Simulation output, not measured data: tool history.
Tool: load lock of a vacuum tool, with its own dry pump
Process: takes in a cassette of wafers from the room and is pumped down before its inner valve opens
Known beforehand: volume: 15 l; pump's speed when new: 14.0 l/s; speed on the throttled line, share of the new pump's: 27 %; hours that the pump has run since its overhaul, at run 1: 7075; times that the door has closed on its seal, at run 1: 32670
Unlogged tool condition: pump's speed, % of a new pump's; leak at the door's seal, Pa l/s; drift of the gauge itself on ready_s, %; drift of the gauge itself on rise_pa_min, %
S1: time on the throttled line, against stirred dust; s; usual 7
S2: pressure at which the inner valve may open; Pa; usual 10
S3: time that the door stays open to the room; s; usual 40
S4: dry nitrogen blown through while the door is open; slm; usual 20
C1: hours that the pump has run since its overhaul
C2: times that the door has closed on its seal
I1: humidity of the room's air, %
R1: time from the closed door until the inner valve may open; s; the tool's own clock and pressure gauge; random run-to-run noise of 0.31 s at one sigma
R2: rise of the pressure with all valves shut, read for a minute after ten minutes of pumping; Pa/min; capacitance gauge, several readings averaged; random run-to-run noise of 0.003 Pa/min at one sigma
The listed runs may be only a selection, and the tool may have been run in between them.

run,hour,S1,S2,S3,S4,C1,C2,I1,R1,R2
1,0.0,7,10,40,20,7075,32670,41.1,16.1,0.382
2,82.2,7,10,40,20,7157,32960,46.0,16.1,0.395
3,256.0,7,10,40,15,7331,33572,45.4,16.5,0.420
4,368.6,7,10,40,20,7443,33968,45.2,16.4,0.410
5,542.4,7,10,40,20,7617,34580,45.2,15.9,0.434
6,718.0,7,10,40,20,7793,35198,45.1,16.4,0.437
7,877.3,7,10,40,20,7952,35759,40.3,16.2,0.451
8,956.2,7,10,40,12,8031,36037,43.6,16.7,0.457
9,1101.0,7,10,40,12,8176,36547,47.7,16.1,0.480
10,1280.1,7,10,40,10,8355,37177,45.7,16.5,0.485
11,1404.5,7,10,40,20,8479,37616,44.4,16.3,0.487
12,1529.0,5,10,40,20,8604,38054,43.2,14.8,0.487
13,1707.6,5,10,40,20,8782,38683,44.4,14.7,0.509
14,1877.5,5,10,40,20,8952,39281,45.2,15.3,0.522
15,1996.4,5,10,40,20,9071,39700,44.4,14.8,0.526
16,2091.5,7,18,40,20,9166,40034,44.7,15.5,0.541
17,2199.6,7,18,40,20,9274,40415,44.8,15.1,0.547
18,2299.2,7,18,40,20,9374,40765,44.8,15.8,0.555
19,2470.7,7,18,40,20,9545,41370,46.8,15.4,0.577
# hour 2553.2: door's seal changed, seat wiped
20,2580.6,13,10,40,20,9654,96,48.0,20.3,0.037
21,2686.2,10,9,27,10,9759,468,45.5,18.8,0.047
22,2857.1,8,18,194,42,9930,1069,46.7,16.3,0.043
23,3034.4,8,11,194,12,10108,1694,45.7,17.3,0.084
24,3172.8,6,10,130,5,10246,2181,46.5,16.0,0.107
25,3246.4,7,9,236,14,10320,2440,41.8,17.0,0.084
26,3374.7,7,9,236,14,10448,2892,44.0,16.7,0.086
27,3551.5,7,20,40,19,10625,3514,48.4,16.0,0.052
28,3727.9,7,10,40,4,10801,4136,47.0,16.8,0.085
29,3889.9,7,12,40,16,10963,4706,47.2,16.3,0.060
30,4020.0,7,12,40,16,11093,5164,46.9,16.7,0.059
31,4129.5,7,12,40,16,11203,5550,42.4,17.1,0.065
32,4222.8,7,12,40,16,11296,5878,43.8,17.0,0.065
33,4325.4,7,12,121,16,11399,6239,44.1,16.5,0.082
34,4418.7,7,12,121,16,11492,6568,45.1,16.8,0.087
35,4497.1,11,17,41,9,11570,6844,45.9,18.6,0.084
36,4623.5,11,17,41,9,11697,7289,42.9,18.8,0.084
37,4793.8,7,14,40,20,11867,7888,46.0,16.9,0.076

Forecast each of these 3 alternatives for the next run:
A,4952.1,8,10,37,20,12025,8446,44.4,?,?
B,4952.1,7,14,122,26,12025,8446,43.4,?,?
C,4952.1,7,14,56,15,12025,8446,46.1,?,?

run,R1,R2
A,17.2,0.078
B,16.7,0.088
C,16.9,0.093
Without the tool's unlogged condition, the same runs would have read:
run,R1,R2
A,15.4,0.032
B,14.9,0.040
C,15.1,0.046
